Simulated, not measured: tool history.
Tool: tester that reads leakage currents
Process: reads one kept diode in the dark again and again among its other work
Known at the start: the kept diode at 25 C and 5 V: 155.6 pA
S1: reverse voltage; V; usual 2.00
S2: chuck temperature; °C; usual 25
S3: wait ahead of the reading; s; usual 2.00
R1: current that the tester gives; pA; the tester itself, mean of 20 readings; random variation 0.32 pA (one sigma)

| run | day | S1 | S2 | S3 | R1 |
|---|---|---|---|---|---|
| 1 | 0.000 | 2.00 | 25 | 2.00 | 106.40 |
| 2 | 3.329 | 2.00 | 33 | 2.00 | 198.58 |
| 3 | 6.317 | 2.00 | 33 | 2.00 | 197.97 |
| 4 | 7.875 | 2.00 | 25 | 2.00 | 105.71 |
| 5 | 10.142 | 2.00 | 25 | 1.04 | 105.99 |
| 6 | 13.483 | 18.52 | 25 | 2.00 | 272.29 |
| 7 | 15.604 | 1.06 | 25 | 2.00 | 81.40 |
| 8 | 18.662 | 2.00 | 25 | 2.00 | 105.84 |
| 9 | 21.317 | 2.00 | 25 | 2.00 | 106.38 |
| 10 | 22.838 | 2.00 | 25 | 2.00 | 106.62 |
| 11 | 25.783 | 2.00 | 34 | 2.00 | 213.20 |
|  | 26.525 | chuck's temperature calibrated |
| 12 | 29.342 | 2.00 | 34 | 2.00 | 214.37 |
| 13 | 31.162 | 2.00 | 34 | 2.00 | 214.31 |
| 14 | 33.738 | 2.00 | 25 | 2.00 | 106.03 |
| 15 | 36.396 | 2.00 | 25 | 0.94 | 106.15 |
| 16 | 38.146 | 2.00 | 24 | 2.00 | 97.61 |
| 17 | 41.671 | 2.00 | 24 | 2.00 | 98.11 |
| 18 | 44.979 | 2.00 | 24 | 2.00 | 97.97 |
| 19 | 48.275 | 2.00 | 24 | 2.00 | 98.16 |
| 20 | 51.112 | 2.00 | 24 | 2.00 | 98.40 |
| 21 | 54.796 | 5.99 | 25 | 1.04 | 168.62 |
| 22 | 56.571 | 2.62 | 26 | 0.86 | 128.80 |
| 23 | 59.858 | 2.03 | 25 | 0.35 | 107.92 |
| 24 | 61.546 | 2.03 | 25 | 5.85 | 106.48 |
|  | 63.421 | chuck's temperature calibrated |
| 25 | 65.254 | 1.31 | 52 | 6.40 | 648.11 |
| 26 | 68.021 | 7.74 | 46 | 5.92 | 907.08 |
| 27 | 70.133 | 7.74 | 26 | 0.34 | 206.06 |
| 28 | 73.767 | 3.79 | 42 | 3.26 | 505.76 |
|  | 75.108 | tester calibrated |
| 29 | 76.383 | 16.08 | 25 | 7.43 | 255.23 |
| 30 | 78.958 | 3.55 | 22 | 1.54 | 105.93 |
| 31 | 82.146 | 1.41 | 45 | 8.03 | 411.86 |

Forecast run 32:
| 32 | 85.288 | 1.41 | 45 | 8.03 | ? |

Run 32 gave R1 411.19 pA.
Without the tool's hidden state the same run would have given R1 410.99 pA.
